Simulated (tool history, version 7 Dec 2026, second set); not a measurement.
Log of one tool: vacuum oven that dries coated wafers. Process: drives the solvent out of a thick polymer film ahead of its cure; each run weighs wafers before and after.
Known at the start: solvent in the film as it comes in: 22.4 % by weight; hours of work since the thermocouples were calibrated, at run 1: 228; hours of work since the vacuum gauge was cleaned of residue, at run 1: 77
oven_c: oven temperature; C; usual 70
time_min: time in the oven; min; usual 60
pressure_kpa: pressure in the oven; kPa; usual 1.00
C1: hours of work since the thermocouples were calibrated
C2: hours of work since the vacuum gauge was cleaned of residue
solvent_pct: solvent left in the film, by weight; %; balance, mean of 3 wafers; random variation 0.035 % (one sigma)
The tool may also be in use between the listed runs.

{"run": 1, "hour": 0.0, "oven_c": 70, "time_min": 60, "pressure_kpa": 1.0, "C1": 228, "C2": 77, "solvent_pct": 1.07}
{"run": 2, "hour": 14.1, "oven_c": 70, "time_min": 60, "pressure_kpa": 1.0, "C1": 239, "C2": 87, "solvent_pct": 1.02}
{"run": 3, "hour": 23.1, "oven_c": 70, "time_min": 60, "pressure_kpa": 1.0, "C1": 246, "C2": 94, "solvent_pct": 1.02}
{"run": 4, "hour": 32.6, "oven_c": 70, "time_min": 60, "pressure_kpa": 0.7, "C1": 253, "C2": 102, "solvent_pct": 0.9}
{"run": 5, "hour": 44.8, "oven_c": 70, "time_min": 60, "pressure_kpa": 0.77, "C1": 263, "C2": 111, "solvent_pct": 0.96}
{"run": 6, "hour": 60.4, "oven_c": 70, "time_min": 60, "pressure_kpa": 0.77, "C1": 275, "C2": 123, "solvent_pct": 1.0}
{"run": 7, "hour": 80.1, "oven_c": 70, "time_min": 60, "pressure_kpa": 0.77, "C1": 290, "C2": 138, "solvent_pct": 0.95}
{"run": 8, "hour": 93.2, "oven_c": 70, "time_min": 60, "pressure_kpa": 0.77, "C1": 300, "C2": 148, "solvent_pct": 1.01}
{"run": 9, "hour": 103.5, "oven_c": 74, "time_min": 60, "pressure_kpa": 0.77, "C1": 308, "C2": 156, "solvent_pct": 0.58}
{"hour": 106.4, "done": "oven's thermocouples calibrated"}
{"run": 10, "hour": 119.1, "oven_c": 70, "time_min": 60, "pressure_kpa": 1.0, "C1": 10, "C2": 167, "solvent_pct": 1.05}
{"run": 11, "hour": 135.7, "oven_c": 70, "time_min": 60, "pressure_kpa": 1.0, "C1": 23, "C2": 180, "solvent_pct": 1.11}
{"run": 12, "hour": 154.6, "oven_c": 70, "time_min": 60, "pressure_kpa": 1.0, "C1": 37, "C2": 194, "solvent_pct": 1.11}
{"run": 13, "hour": 170.7, "oven_c": 82, "time_min": 60, "pressure_kpa": 1.0, "C1": 50, "C2": 207, "solvent_pct": 0.41}
{"hour": 179.9, "done": "oven's thermocouples calibrated, once more"}
{"run": 14, "hour": 184.5, "oven_c": 82, "time_min": 60, "pressure_kpa": 1.0, "C1": 4, "C2": 216, "solvent_pct": 0.49}
{"run": 15, "hour": 193.0, "oven_c": 69, "time_min": 74, "pressure_kpa": 1.0, "C1": 10, "C2": 222, "solvent_pct": 1.02}
{"run": 16, "hour": 210.1, "oven_c": 75, "time_min": 90, "pressure_kpa": 2.26, "C1": 23, "C2": 235, "solvent_pct": 1.14}
{"run": 17, "hour": 227.0, "oven_c": 75, "time_min": 90, "pressure_kpa": 2.26, "C1": 36, "C2": 248, "solvent_pct": 1.13}
{"run": 18, "hour": 238.9, "oven_c": 75, "time_min": 90, "pressure_kpa": 2.26, "C1": 45, "C2": 258, "solvent_pct": 1.07}
{"run": 19, "hour": 256.8, "oven_c": 70, "time_min": 34, "pressure_kpa": 2.24, "C1": 59, "C2": 271, "solvent_pct": 3.96}

5 ways to go on from here, each from the tool as it stands after run 19. What would each give?
{"run": "A", "hour": 277.8, "oven_c": 70, "time_min": 60, "pressure_kpa": 2.38, "C1": 75, "C2": 288, "solvent_pct": "?"}
{"run": "B", "hour": 277.8, "oven_c": 83, "time_min": 64, "pressure_kpa": 0.56, "C1": 75, "C2": 288, "solvent_pct": "?"}
{"run": "C", "hour": 277.8, "oven_c": 70, "time_min": 82, "pressure_kpa": 2.75, "C1": 75, "C2": 288, "solvent_pct": "?"}
{"run": "D", "hour": 277.8, "oven_c": 69, "time_min": 34, "pressure_kpa": 2.31, "C1": 75, "C2": 288, "solvent_pct": "?"}
{"run": "E", "hour": 277.8, "oven_c": 82, "time_min": 43, "pressure_kpa": 0.58, "C1": 75, "C2": 288, "solvent_pct": "?"}

run=A solvent_pct=2.03
run=B solvent_pct=0.22
run=C solvent_pct=1.76
run=D solvent_pct=4.33
run=E solvent_pct=0.55
Without the tool's hidden state the same runs would have given:
run=A solvent_pct=1.95
run=B solvent_pct=0.19
run=C solvent_pct=1.69
run=D solvent_pct=4.21
run=E solvent_pct=0.50
